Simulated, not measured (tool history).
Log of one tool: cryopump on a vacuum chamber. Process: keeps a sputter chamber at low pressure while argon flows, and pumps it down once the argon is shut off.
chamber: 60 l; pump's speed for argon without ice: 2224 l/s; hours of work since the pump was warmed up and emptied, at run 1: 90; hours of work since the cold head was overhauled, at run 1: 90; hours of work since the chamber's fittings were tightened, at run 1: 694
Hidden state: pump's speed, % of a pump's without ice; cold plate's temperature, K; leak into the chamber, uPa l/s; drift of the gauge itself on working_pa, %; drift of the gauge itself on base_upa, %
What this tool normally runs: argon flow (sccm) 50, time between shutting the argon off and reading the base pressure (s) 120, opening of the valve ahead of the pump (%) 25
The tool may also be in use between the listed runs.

run	hour	argon flow (sccm)	time between shutting the argon off and reading the base pressure (s)	opening of the valve ahead of the pump (%)	hours of work since the pump was warmed up and emptied	hours of work since the cold head was overhauled	hours of work since the chamber's fittings were tightened	pressure while argon flows (Pa)	pressure after the wait (uPa)
1	0.0	50	120	25	90	90	694	0.1569	0.41
2	22.4	50	120	25	107	107	710	0.1566	0.39
3	45.2	50	120	25	124	124	727	0.1577	0.43
4	64.3	50	120	25	138	138	742	0.1592	0.46
5	85.0	50	120	25	153	153	757	0.1596	0.43
6	98.6	50	120	25	164	164	767	0.1585	0.47
7	119.1	32	120	25	179	179	782	0.1026	0.46
8	131.6	32	120	25	188	188	791	0.1023	0.44
9	149.6	32	120	25	201	201	805	0.1027	0.45
10	160.7	50	120	25	210	210	813	0.1610	0.46
11	174.9	50	120	25	220	220	824	0.1639	0.46
12	191.2	50	120	25	232	232	836	0.1636	0.43
13	210.5	50	120	25	247	247	850	0.1623	0.45
14	220.4	50	120	25	254	254	857	0.1647	0.50
15	232.6	50	120	25	263	263	866	0.1637	0.50
16	254.0	50	120	16	279	279	882	0.2506	0.52
17	270.3	50	120	27	291	291	894	0.1558	0.51
18	280.8	50	81	25	299	299	902	0.1674	0.62
19	292.2	78	120	17	307	307	911	0.3706	0.53
20	315.0	37	120	16	324	324	927	0.1883	0.52
# hour 321.7: pump warmed up, emptied and cooled again
21	338.3	58	39	25	12	338	941	0.1776	0.85
22	356.6	94	120	21	26	351	954	0.3446	0.45
23	375.3	53	287	22	40	365	968	0.1849	0.37
24	394.4	62	231	18	54	379	983	0.2660	0.36
25	417.0	50	213	37	71	396	999	0.1060	0.37
26	427.9	53	38	16	79	404	1007	0.2539	0.90
27	448.2	31	120	37	94	419	1022	0.0659	0.49
28	457.7	35	30	48	101	426	1029	0.0591	1.04
29	470.0	35	30	48	110	435	1039	0.0595	1.04
30	483.0	35	145	48	120	445	1048	0.0591	0.47
31	494.4	50	101	16	128	453	1057	0.2423	0.52
32	509.9	50	40	30	140	465	1068	0.1342	0.87
33	523.2	22	44	48	149	475	1078	0.0391	0.85
34	538.7	57	246	48	161	486	1090	0.0995	0.41
35	548.8	50	160	27	168	494	1097	0.1490	0.39

For each entry between runs, how does the tool's hidden state at the last listed run before it compare with that at the first listed run after it?
Run 20 -> run 21: pump warmed up, emptied and cooled again (hour 321.7)
  pump's speed, % of a pump's without ice: 68.9 -> 98.3; cold plate's temperature, K: 12.29 -> 12.3; leak into the chamber, uPa l/s: 504 -> 508
  measured less the result without the state, pressure while argon flows (Pa): +0.0128 -> +0.0010; pressure after the wait (uPa): +0.20 -> +0.10

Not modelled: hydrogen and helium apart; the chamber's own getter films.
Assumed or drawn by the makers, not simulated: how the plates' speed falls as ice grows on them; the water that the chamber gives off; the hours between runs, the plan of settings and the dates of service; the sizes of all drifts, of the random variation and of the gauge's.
